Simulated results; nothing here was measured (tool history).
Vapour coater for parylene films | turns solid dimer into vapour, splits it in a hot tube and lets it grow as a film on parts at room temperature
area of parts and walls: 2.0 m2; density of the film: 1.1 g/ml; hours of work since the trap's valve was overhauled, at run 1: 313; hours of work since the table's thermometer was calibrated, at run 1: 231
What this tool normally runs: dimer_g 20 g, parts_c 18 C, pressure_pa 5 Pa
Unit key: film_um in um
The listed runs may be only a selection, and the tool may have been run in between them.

run,hour,dimer_g,parts_c,pressure_pa,hours of work since the trap's valve was overhauled,hours of work since the table's thermometer was calibrated,film_um
1,0,20,18,5,313,231,5.34
2,14.9,20,18,5,324,241,5.3
3,27.1,20,18,5,332,249,5.27
4,33.6,20,18,5,336,254,5.32
5,45.8,20,18,5,345,262,5.3
6,60.1,20,11,5,354,272,6.09
7,66.9,20,18,5,359,277,5.34
8,74.5,20,18,5,364,282,5.3
9,83.9,20,18,5,371,288,5.3
10,95.1,20,18,5,378,296,5.28
11,106.2,20,12,5,386,303,5.8
12,113.8,20,12,5,391,309,5.99
13,120.4,20,18,5,395,313,5.31
14,130.5,20,18,5,402,320,5.19
15,139.7,20,18,5,409,326,5.24
16,147.9,20,18,5,414,332,5.31
17,162.5,20,23,5,424,342,4.73
18,175.7,20,18,7.4,433,351,4.87
19,182.7,20,18,7.4,438,355,4.77
20,196.3,20,18,7.4,447,365,4.82
21,207.7,11,18,5,455,372,2.82
22,214.5,11,18,6.72,460,377,2.69
23,223,11,18,6.72,465,383,2.65
24,230.2,20,18,5,470,388,5.19
25,236.5,13,25,5.71,475,392,2.84
26,250.6,13,25,5.71,484,402,2.81
27,258,13,18,8.82,489,407,3
28,264.5,24,18,7.73,494,411,5.65
29,275.8,24,18,7.73,501,419,5.72
30,283.9,16,17,5,507,424,4.2
31,293.6,21,29,3.24,514,431,4.77
32,307.9,9,23,8.28,523,441,1.89
33,321.6,10,23,8.02,533,450,2.07
34,332.9,17,18,5,540,458,4.42
35,343.2,20,19,5,547,465,5.01
36,353,32,19,6.01,554,471,7.7
37,362.4,32,15,11.13,560,478,7.35
38,370.2,32,21,5.12,566,483,7.65
39,379.1,16,24,2.16,572,489,4.23
40,387.1,16,11,2.16,577,495,5.51
41,398.4,20,15,2.11,585,502,6.38
42,409.2,20,15,2.11,592,510,6.34
43,419.4,22,12,5,599,517,6.22
44,432.3,22,12,5,608,525,6.26
45,443.4,25,12,3.16,616,533,7.7
46,458.3,25,12,3.16,626,543,7.78
47,467.6,25,12,3.16,632,549,7.7
48,480.1,29,18,10.55,641,558,6.25

Alternative continuations, all from the tool just after run 48; predict every row:
A,492,29,14,3.63,649,566,?
B,492,12,17,5,649,566,?
C,492,29,19,10.55,649,566,?

run,film_um
A,8.35
B,3.06
C,6.2
Take away the tool's hidden state, keep each run's random variation, and the runs would have read:
run,film_um
A,9.49
B,3.47
C,7.03

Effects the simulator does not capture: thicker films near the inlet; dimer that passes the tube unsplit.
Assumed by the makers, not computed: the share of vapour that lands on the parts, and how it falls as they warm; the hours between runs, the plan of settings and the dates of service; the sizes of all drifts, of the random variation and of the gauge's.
